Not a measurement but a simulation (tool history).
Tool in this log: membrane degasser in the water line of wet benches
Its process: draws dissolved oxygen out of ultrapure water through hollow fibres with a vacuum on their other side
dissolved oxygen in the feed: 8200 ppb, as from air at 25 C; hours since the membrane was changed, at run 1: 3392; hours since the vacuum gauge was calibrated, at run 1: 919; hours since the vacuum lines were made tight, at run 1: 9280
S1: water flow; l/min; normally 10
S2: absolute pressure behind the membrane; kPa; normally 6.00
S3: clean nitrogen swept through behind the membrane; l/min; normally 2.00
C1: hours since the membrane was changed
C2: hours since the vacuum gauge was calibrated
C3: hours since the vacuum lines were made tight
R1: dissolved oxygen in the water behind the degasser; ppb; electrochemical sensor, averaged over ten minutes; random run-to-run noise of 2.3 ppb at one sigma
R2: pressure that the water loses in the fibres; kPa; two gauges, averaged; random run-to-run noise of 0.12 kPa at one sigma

run    hour  S1     S2    S3    C1    C2     C3     R1     R2
  1     0.0  10   6.00  2.00  3392   919   9280  230.7  25.24
  2   136.5  10   6.00  1.79  3528  1055   9416  233.8  25.24
  3   269.7  10   6.00  1.79  3662  1188   9549  242.2  25.15
  4   342.3  10   6.00  1.79  3734  1261   9622  232.7  25.02
  5   428.4   9   6.00  2.00  3820  1347   9708  200.6  22.62
  6   575.7   9   6.00  2.00  3968  1494   9855  203.7  22.59
  7   673.9   9   6.00  2.00  4066  1593   9953  202.5  22.63
  8   758.6  10   6.00  2.00  4150  1677  10038  233.0  25.15
  9   903.1  10   6.00  0.92  4295  1822  10183  269.7  25.01
     1018.3  -- seals of the vacuum lines changed
 10  1050.0  14   6.09  4.22  4440  1967     32  332.2  34.89
 11  1165.7  13  12.91  1.38  4556  2082    147  478.0  32.51
 12  1244.5  13  12.91  1.38  4634  2161    226  483.7  32.41

Expected results for the next run?
 13  1383.6  10  10.30  1.93  4773  2300  365   ?   ?

Run 13 measured R1 284.5 ppb, R2 24.84 kPa.
If the tool had no hidden condition, the same run with the same run-to-run variation would have returned R1 284.1 ppb, R2 25.08 kPa.

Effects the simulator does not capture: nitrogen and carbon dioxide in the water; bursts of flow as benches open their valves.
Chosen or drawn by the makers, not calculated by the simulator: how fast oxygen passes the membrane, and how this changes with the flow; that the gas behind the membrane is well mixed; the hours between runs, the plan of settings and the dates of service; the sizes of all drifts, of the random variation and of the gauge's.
